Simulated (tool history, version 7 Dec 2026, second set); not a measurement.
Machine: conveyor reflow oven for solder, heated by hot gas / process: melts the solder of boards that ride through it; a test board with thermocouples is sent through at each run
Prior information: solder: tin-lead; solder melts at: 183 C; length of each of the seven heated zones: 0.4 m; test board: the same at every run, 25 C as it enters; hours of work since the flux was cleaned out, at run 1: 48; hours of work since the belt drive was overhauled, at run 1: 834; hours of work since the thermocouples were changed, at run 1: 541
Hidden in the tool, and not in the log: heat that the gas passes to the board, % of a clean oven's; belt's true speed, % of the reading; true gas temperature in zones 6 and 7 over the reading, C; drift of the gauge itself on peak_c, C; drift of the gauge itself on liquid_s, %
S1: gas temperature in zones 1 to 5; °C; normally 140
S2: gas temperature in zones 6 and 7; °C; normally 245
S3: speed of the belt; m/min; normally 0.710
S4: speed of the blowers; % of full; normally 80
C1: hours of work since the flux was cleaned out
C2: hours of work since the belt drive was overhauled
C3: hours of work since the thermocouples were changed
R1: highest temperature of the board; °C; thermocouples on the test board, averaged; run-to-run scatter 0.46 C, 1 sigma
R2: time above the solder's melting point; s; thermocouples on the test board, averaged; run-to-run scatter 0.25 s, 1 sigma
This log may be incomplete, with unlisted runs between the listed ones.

| run | hour | S1 | S2 | S3 | S4 | C1 | C2 | C3 | R1 | R2 |
|---|---|---|---|---|---|---|---|---|---|---|
| 1 | 0.0 | 140 | 245 | 0.710 | 80 | 48 | 834 | 541 | 230.4 | 58.7 |
| 2 | 40.0 | 140 | 245 | 0.710 | 80 | 66 | 851 | 559 | 230.7 | 59.0 |
| 3 | 76.6 | 140 | 245 | 0.710 | 80 | 82 | 868 | 575 | 231.0 | 58.7 |
| 4 | 133.7 | 140 | 245 | 0.710 | 80 | 107 | 893 | 601 | 231.4 | 58.9 |
| 5 | 176.7 | 140 | 245 | 0.710 | 80 | 126 | 912 | 620 | 229.8 | 58.8 |
| 6 | 236.0 | 140 | 245 | 0.710 | 80 | 153 | 938 | 646 | 230.9 | 59.0 |
| 7 | 282.9 | 140 | 245 | 0.710 | 80 | 173 | 959 | 667 | 231.2 | 59.0 |
| 8 | 343.5 | 140 | 245 | 0.710 | 80 | 200 | 986 | 694 | 230.8 | 58.8 |
| 9 | 399.8 | 140 | 245 | 0.710 | 80 | 225 | 1011 | 719 | 231.2 | 58.9 |
| 10 | 430.7 | 140 | 245 | 0.710 | 80 | 239 | 1025 | 733 | 230.6 | 59.0 |
| 11 | 490.5 | 140 | 245 | 0.710 | 80 | 266 | 1051 | 759 | 230.7 | 59.1 |
| 12 | 541.6 | 140 | 245 | 0.710 | 61 | 288 | 1074 | 782 | 225.9 | 56.5 |
| 13 | 588.9 | 140 | 245 | 0.710 | 61 | 309 | 1095 | 803 | 226.0 | 57.0 |
| 14 | 615.1 | 140 | 245 | 0.710 | 62 | 321 | 1107 | 815 | 226.4 | 56.7 |
|  | 634.7 | belt drive overhauled, speed set with a stopwatch |
| 15 | 647.1 | 140 | 245 | 0.710 | 62 | 333 | 6 | 827 | 227.6 | 56.8 |
| 16 | 694.6 | 140 | 245 | 0.710 | 62 | 355 | 27 | 848 | 228.0 | 56.9 |
| 17 | 742.5 | 140 | 245 | 0.710 | 62 | 376 | 48 | 869 | 226.7 | 56.7 |
| 18 | 780.0 | 140 | 245 | 0.710 | 62 | 392 | 65 | 886 | 226.5 | 56.9 |
| 19 | 813.8 | 140 | 237 | 0.710 | 62 | 407 | 80 | 901 | 220.3 | 53.0 |
| 20 | 873.6 | 140 | 237 | 0.710 | 62 | 434 | 106 | 928 | 220.5 | 53.2 |
| 21 | 908.8 | 140 | 237 | 0.710 | 62 | 450 | 122 | 943 | 220.9 | 52.3 |
| 22 | 945.0 | 140 | 237 | 0.710 | 62 | 466 | 138 | 959 | 220.1 | 52.4 |
|  | 952.7 | flux residue cleaned out of gas plates and filters |
| 23 | 995.4 | 140 | 237 | 0.710 | 62 | 19 | 158 | 979 | 219.4 | 53.2 |
| 24 | 1023.1 | 140 | 237 | 0.749 | 80 | 31 | 170 | 992 | 221.7 | 51.1 |
| 25 | 1082.9 | 152 | 245 | 0.764 | 62 | 58 | 197 | 1018 | 226.4 | 56.6 |
| 26 | 1134.5 | 136 | 247 | 0.710 | 58 | 81 | 220 | 1041 | 227.5 | 56.0 |
| 27 | 1191.0 | 140 | 254 | 0.710 | 58 | 106 | 245 | 1066 | 233.4 | 60.1 |
| 28 | 1219.3 | 140 | 245 | 0.693 | 81 | 118 | 257 | 1079 | 231.1 | 60.8 |
| 29 | 1275.5 | 140 | 245 | 0.693 | 81 | 143 | 282 | 1104 | 231.7 | 60.7 |
| 30 | 1309.3 | 140 | 245 | 0.693 | 81 | 158 | 297 | 1119 | 231.2 | 60.9 |
| 31 | 1348.1 | 140 | 245 | 0.693 | 81 | 176 | 315 | 1136 | 231.5 | 60.8 |
| 32 | 1387.4 | 140 | 245 | 0.693 | 81 | 193 | 332 | 1154 | 231.0 | 60.6 |

Below are 3 alternative next runs, each starting from the tool's condition after run 32. Predict each:
| A | 1422.5 | 140 | 253 | 0.840 | 80 | 209 | 348 | 1169 | ? | ? |
| B | 1422.5 | 140 | 236 | 0.842 | 58 | 209 | 348 | 1169 | ? | ? |
| C | 1422.5 | 136 | 244 | 0.710 | 59 | 209 | 348 | 1169 | ? | ? |

| run | R1 | R2 |
|---|---|---|
| A | 231.4 | 50.1 |
| B | 212.0 | 38.9 |
| C | 224.6 | 54.7 |
With the hidden condition removed and each run's random variation left untouched, the same runs would have given:
| run | R1 | R2 |
|---|---|---|
| A | 231.5 | 50.2 |
| B | 212.1 | 39.0 |
| C | 224.7 | 54.7 |
